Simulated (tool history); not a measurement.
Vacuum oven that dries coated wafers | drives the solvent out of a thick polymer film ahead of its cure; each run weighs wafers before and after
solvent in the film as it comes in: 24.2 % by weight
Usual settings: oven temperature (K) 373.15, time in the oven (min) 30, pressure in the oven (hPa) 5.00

| run | hour | oven temperature (K) | time in the oven (min) | pressure in the oven (hPa) | solvent left in the film (%) |
|---|---|---|---|---|---|
| 1 | 0.0 | 373.15 | 30 | 5.00 | 1.71 |
| 2 | 9.4 | 381.15 | 30 | 5.00 | 1.00 |
| 3 | 21.2 | 373.15 | 15 | 5.00 | 4.19 |
| 4 | 32.3 | 373.15 | 30 | 17.68 | 4.42 |
| 5 | 37.9 | 368.15 | 30 | 17.68 | 5.74 |
| 6 | 49.3 | 378.15 | 30 | 5.00 | 1.22 |
| 7 | 57.6 | 378.15 | 30 | 13.69 | 2.76 |
| 8 | 68.1 | 378.15 | 30 | 13.69 | 2.65 |
| 9 | 74.5 | 379.15 | 17 | 5.00 | 1.94 |
| 10 | 79.9 | 388.15 | 27 | 7.03 | 1.00 |
| 11 | 85.6 | 378.15 | 49 | 14.99 | 2.82 |
| 12 | 91.6 | 378.15 | 49 | 14.99 | 2.84 |

Not shown: 1 entry that the log had between the listed runs. Between which runs, and how does the tool's hidden state differ before and after?
Between runs 7 and 8: oven's thermocouples calibrated (hour 60.7)
  true wafer temperature over the reading, C: 1.73 -> 2.38; true pressure over the reading, kPa: 0.075 -> 0.077
  measured less the result without the state, solvent left in the film (%): -0.09 -> -0.17
